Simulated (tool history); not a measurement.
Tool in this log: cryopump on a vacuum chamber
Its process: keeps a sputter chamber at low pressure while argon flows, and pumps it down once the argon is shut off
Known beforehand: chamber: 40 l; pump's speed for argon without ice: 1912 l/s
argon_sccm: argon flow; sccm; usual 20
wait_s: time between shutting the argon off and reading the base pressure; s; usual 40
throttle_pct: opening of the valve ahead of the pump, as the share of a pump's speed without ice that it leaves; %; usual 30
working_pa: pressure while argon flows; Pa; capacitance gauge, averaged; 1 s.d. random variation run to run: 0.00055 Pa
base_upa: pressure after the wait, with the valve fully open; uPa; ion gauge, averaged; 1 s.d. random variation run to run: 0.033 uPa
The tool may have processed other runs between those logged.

| run | hour | argon_sccm | wait_s | throttle_pct | working_pa | base_upa |
|---|---|---|---|---|---|---|
| 1 | 0.0 | 20 | 40 | 30 | 0.0605 | 3.09 |
| 2 | 63.1 | 20 | 40 | 18 | 0.0996 | 3.02 |
| 3 | 114.1 | 20 | 40 | 30 | 0.0595 | 3.22 |
| 4 | 169.5 | 20 | 40 | 30 | 0.0610 | 1.80 |
| 5 | 222.4 | 20 | 40 | 30 | 0.0612 | 1.84 |
| 6 | 277.4 | 20 | 169 | 30 | 0.0613 | 0.64 |
| 7 | 335.1 | 20 | 40 | 30 | 0.0615 | 1.92 |
| 8 | 403.9 | 20 | 40 | 30 | 0.0610 | 1.91 |
| 9 | 479.1 | 20 | 40 | 30 | 0.0612 | 1.98 |
| 10 | 571.5 | 20 | 40 | 30 | 0.0620 | 2.09 |
| 11 | 670.0 | 16 | 40 | 30 | 0.0491 | 2.05 |
| 12 | 727.3 | 16 | 40 | 30 | 0.0487 | 2.15 |
| 13 | 802.8 | 16 | 40 | 30 | 0.0503 | 2.18 |
| 14 | 847.0 | 20 | 40 | 49 | 0.0394 | 2.16 |
| 15 | 935.1 | 20 | 40 | 49 | 0.0362 | 2.11 |
| 16 | 983.8 | 20 | 40 | 49 | 0.0360 | 2.13 |
| 17 | 1078.0 | 20 | 40 | 30 | 0.0600 | 2.27 |
| 18 | 1177.0 | 26 | 23 | 19 | 0.1241 | 3.40 |
| 19 | 1268.3 | 26 | 157 | 20 | 0.1159 | 1.10 |
| 20 | 1342.7 | 27 | 51 | 30 | 0.0807 | 1.97 |
| 21 | 1398.1 | 40 | 56 | 59 | 0.0645 | 1.90 |
| 22 | 1471.3 | 40 | 56 | 59 | 0.0642 | 1.97 |
| 23 | 1563.1 | 20 | 89 | 17 | 0.1068 | 1.62 |
| 24 | 1649.0 | 12 | 58 | 30 | 0.0378 | 2.04 |
| 25 | 1732.8 | 20 | 27 | 15 | 0.1201 | 3.25 |
| 26 | 1825.1 | 25 | 216 | 33 | 0.0710 | 1.33 |
| 27 | 1869.6 | 25 | 216 | 33 | 0.0705 | 1.32 |
| 28 | 1913.6 | 20 | 127 | 20 | 0.0913 | 1.58 |
| 29 | 1987.8 | 20 | 127 | 20 | 0.0921 | 1.68 |
| 30 | 2064.8 | 20 | 127 | 20 | 0.0921 | 1.67 |
| 31 | 2112.6 | 20 | 127 | 20 | 0.0921 | 1.75 |
| 32 | 2160.6 | 20 | 127 | 20 | 0.0923 | 1.78 |
| 33 | 2227.2 | 20 | 28 | 18 | 0.0989 | 3.37 |
| 34 | 2299.9 | 20 | 28 | 18 | 0.1000 | 3.53 |

Removed from this log: 3 entries logged between the listed runs. Between which two listed runs does each belong, and how does the tool's hidden state at the listed run before it compare with that at the listed run after it?
From run 3 to run 4: leaking fittings of the chamber tightened, without venting (hour 142.4)
  pump's speed, % of a pump's without ice: 94 -> 93.4; cold plate's temperature, K: 12.99 -> 13.01; leak into the chamber, uPa l/s: 2782 -> 355
  measured less the result without the state, working_pa: +0.0015 -> +0.0016 Pa; base_upa: +1.43 -> +0.05 uPa
From run 14 to run 15: pump warmed up, emptied and cooled again (hour 930.7)
  pump's speed, % of a pump's without ice: 86 -> 99; cold plate's temperature, K: 13.27 -> 13.3; leak into the chamber, uPa l/s: 894 -> 963
  measured less the result without the state, working_pa: +0.0034 -> +0.0006 Pa; base_upa: +0.40 -> +0.36 uPa
From run 32 to run 33: pump warmed up, emptied and cooled again (hour 2201.5)
  pump's speed, % of a pump's without ice: 85.5 -> 99.4; cold plate's temperature, K: 13.79 -> 13.81; leak into the chamber, uPa l/s: 1944 -> 1992
  measured less the result without the state, working_pa: +0.0038 -> +0.0007 Pa; base_upa: +1.08 -> +0.94 uPa
